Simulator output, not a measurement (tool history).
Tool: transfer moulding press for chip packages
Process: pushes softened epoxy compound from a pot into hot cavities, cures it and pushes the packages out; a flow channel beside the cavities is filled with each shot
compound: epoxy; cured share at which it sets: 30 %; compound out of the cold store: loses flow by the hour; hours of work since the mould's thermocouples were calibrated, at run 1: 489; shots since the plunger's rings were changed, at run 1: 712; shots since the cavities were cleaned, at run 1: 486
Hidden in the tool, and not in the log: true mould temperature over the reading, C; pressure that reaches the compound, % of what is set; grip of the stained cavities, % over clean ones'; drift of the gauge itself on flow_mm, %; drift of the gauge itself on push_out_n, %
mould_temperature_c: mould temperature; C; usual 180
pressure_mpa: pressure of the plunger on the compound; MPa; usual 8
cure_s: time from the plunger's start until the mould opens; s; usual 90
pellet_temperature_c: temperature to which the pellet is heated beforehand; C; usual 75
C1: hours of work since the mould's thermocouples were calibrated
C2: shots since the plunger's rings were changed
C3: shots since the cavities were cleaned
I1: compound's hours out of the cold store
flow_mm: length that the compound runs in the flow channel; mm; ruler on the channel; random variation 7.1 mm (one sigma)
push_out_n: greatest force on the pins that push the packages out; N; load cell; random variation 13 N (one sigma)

{"run": 1, "day": 0.0, "mould_temperature_c": 180, "pressure_mpa": 8, "cure_s": 90, "pellet_temperature_c": 75, "C1": 489, "C2": 712, "C3": 486, "I1": 47.2, "flow_mm": 704, "push_out_n": 1013}
{"run": 2, "day": 0.612, "mould_temperature_c": 180, "pressure_mpa": 8, "cure_s": 90, "pellet_temperature_c": 75, "C1": 495, "C2": 821, "C3": 595, "I1": 8.7, "flow_mm": 823, "push_out_n": 1181}
{"run": 3, "day": 1.738, "mould_temperature_c": 180, "pressure_mpa": 8, "cure_s": 90, "pellet_temperature_c": 75, "C1": 506, "C2": 1022, "C3": 796, "I1": 23, "flow_mm": 778, "push_out_n": 1199}
{"day": 2.812, "done": "cavities cleaned with cleaning compound and waxed"}
{"run": 4, "day": 2.938, "mould_temperature_c": 180, "pressure_mpa": 8, "cure_s": 90, "pellet_temperature_c": 75, "C1": 517, "C2": 1224, "C3": 23, "I1": 26, "flow_mm": 746, "push_out_n": 1331}
{"run": 5, "day": 4.067, "mould_temperature_c": 180, "pressure_mpa": 8, "cure_s": 90, "pellet_temperature_c": 75, "C1": 529, "C2": 1425, "C3": 224, "I1": 42.2, "flow_mm": 704, "push_out_n": 1321}
{"run": 6, "day": 4.938, "mould_temperature_c": 180, "pressure_mpa": 6.25, "cure_s": 130, "pellet_temperature_c": 75, "C1": 538, "C2": 1580, "C3": 379, "I1": 37.1, "flow_mm": 637, "push_out_n": 859}
{"run": 7, "day": 5.929, "mould_temperature_c": 180, "pressure_mpa": 8, "cure_s": 108, "pellet_temperature_c": 75, "C1": 548, "C2": 1757, "C3": 556, "I1": 25.9, "flow_mm": 766, "push_out_n": 1009}
{"run": 8, "day": 6.967, "mould_temperature_c": 180, "pressure_mpa": 6.92, "cure_s": 121, "pellet_temperature_c": 66, "C1": 558, "C2": 1941, "C3": 740, "I1": 30.8, "flow_mm": 685, "push_out_n": 934}
{"run": 9, "day": 7.95, "mould_temperature_c": 175, "pressure_mpa": 7.76, "cure_s": 98, "pellet_temperature_c": 79, "C1": 568, "C2": 2116, "C3": 915, "I1": 37.8, "flow_mm": 718, "push_out_n": 1649}
{"day": 8.338, "done": "cavities cleaned with cleaning compound and waxed"}
{"day": 8.517, "done": "cavities cleaned with cleaning compound and waxed, once more"}
{"run": 10, "day": 9.246, "mould_temperature_c": 175, "pressure_mpa": 7.76, "cure_s": 98, "pellet_temperature_c": 79, "C1": 580, "C2": 2325, "C3": 130, "I1": 40.6, "flow_mm": 705, "push_out_n": 899}

3 ways to go on from here, each from the tool as it stands after run 10. What would each give?
{"run": "A", "day": 10.283, "mould_temperature_c": 175, "pressure_mpa": 7.76, "cure_s": 112, "pellet_temperature_c": 79, "C1": 590, "C2": 2510, "C3": 315, "I1": 36.9, "flow_mm": "?", "push_out_n": "?"}
{"run": "B", "day": 10.283, "mould_temperature_c": 173, "pressure_mpa": 8, "cure_s": 90, "pellet_temperature_c": 75, "C1": 590, "C2": 2510, "C3": 315, "I1": 23.6, "flow_mm": "?", "push_out_n": "?"}
{"run": "C", "day": 10.283, "mould_temperature_c": 175, "pressure_mpa": 7.76, "cure_s": 88, "pellet_temperature_c": 73, "C1": 590, "C2": 2510, "C3": 315, "I1": 13.8, "flow_mm": "?", "push_out_n": "?"}

run=A flow_mm=697 push_out_n=820
run=B flow_mm=767 push_out_n=1682
run=C flow_mm=784 push_out_n=1671
Without the tool's hidden state the same runs would have given:
run=A flow_mm=729 push_out_n=520
run=B flow_mm=802 push_out_n=1049
run=C flow_mm=820 push_out_n=1039
